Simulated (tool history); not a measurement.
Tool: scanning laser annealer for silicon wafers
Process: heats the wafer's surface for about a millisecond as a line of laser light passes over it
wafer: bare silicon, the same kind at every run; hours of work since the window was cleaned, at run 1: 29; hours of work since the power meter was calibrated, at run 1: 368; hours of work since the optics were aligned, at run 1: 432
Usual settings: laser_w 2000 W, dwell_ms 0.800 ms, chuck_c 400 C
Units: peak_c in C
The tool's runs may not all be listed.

run    hour  laser_w  dwell_ms  chuck_c  hours of work since the window was cleaned  hours of work since the power meter was calibrated  hours of work since the optics were aligned  peak_c
  1     0.0     2000     0.800      400                                          29                                                 368                                          432    1223
  2    53.2     2146     0.800      400                                          55                                                 394                                          458    1301
  3    98.2     2146     0.800      400                                          78                                                 417                                          480    1299
  4   138.8     2146     0.800      376                                          98                                                 437                                          501    1272
  5   175.9     1703     0.800      400                                         116                                                 455                                          519    1057
  6   214.7     1703     0.800      400                                         136                                                 474                                          538    1056
  7   238.8     2000     0.800      400                                         148                                                 486                                          550    1211
  8   261.1     2000     0.800      400                                         159                                                 497                                          561    1217
  9   305.2     2000     0.800      400                                         181                                                 519                                          583    1212
 10   330.0     1923     0.800      400                                         193                                                 532                                          596    1168
 11   358.5     2000     0.800      400                                         207                                                 546                                          610    1212
 12   404.0     2000     0.800      400                                         230                                                 568                                          632    1204
 13   437.2     1881     0.800      400                                         246                                                 585                                          649    1145
 14   466.4     1881     0.800      400                                         261                                                 599                                          663    1145
 15   514.3     1881     0.800      400                                         284                                                 623                                          687    1140
 16   569.3     2115     0.800      400                                         312                                                 651                                          714    1265
      579.1  -- optics aligned, line set to its width
 17   601.6     1849     0.629      400                                         325                                                 664                                           11    1030
 18   650.7     1881     0.703      380                                         350                                                 689                                           36    1059
 19   700.3     2060     0.641      380                                         374                                                 713                                           60    1111
 20   754.4     2060     0.641      380                                         401                                                 740                                           87    1108
      770.3  -- optics aligned, line set to its width, once more
 21   796.2     2120     0.969      385                                         420                                                 758                                           13    1371
 22   844.0     1744     0.634      421                                         443                                                 782                                           37    1026
 23   870.2     2180     0.714      374                                         456                                                 795                                           50    1246
 24   910.7     2180     0.714      374                                         476                                                 815                                           70    1246
 25   938.5     2000     0.800      374                                         490                                                 829                                           84    1193
 26   978.7     2000     0.800      374                                         510                                                 849                                          104    1193
 27  1002.8     2009     0.634      432                                         522                                                 861                                          116    1163
 28  1040.3     1738     0.743      420                                         541                                                 880                                          134    1073
 29  1087.4     2171     0.648      430                                         564                                                 903                                          158    1246

3 ways to go on from here, each from the tool as it stands after run 29. What would each give?
  A  1114.4     2000     0.717      400                                         578                                                 916                                          171       ?
  B  1114.4     2131     0.800      371                                         578                                                 916                                          171       ?
  C  1114.4     2000     0.953      415                                         578                                                 916                                          171       ?

run  peak_c
  A    1169
  B    1256
  C    1307
Without the tool's hidden state the same runs would have given:
run  peak_c
  A    1196
  B    1287
  C    1338
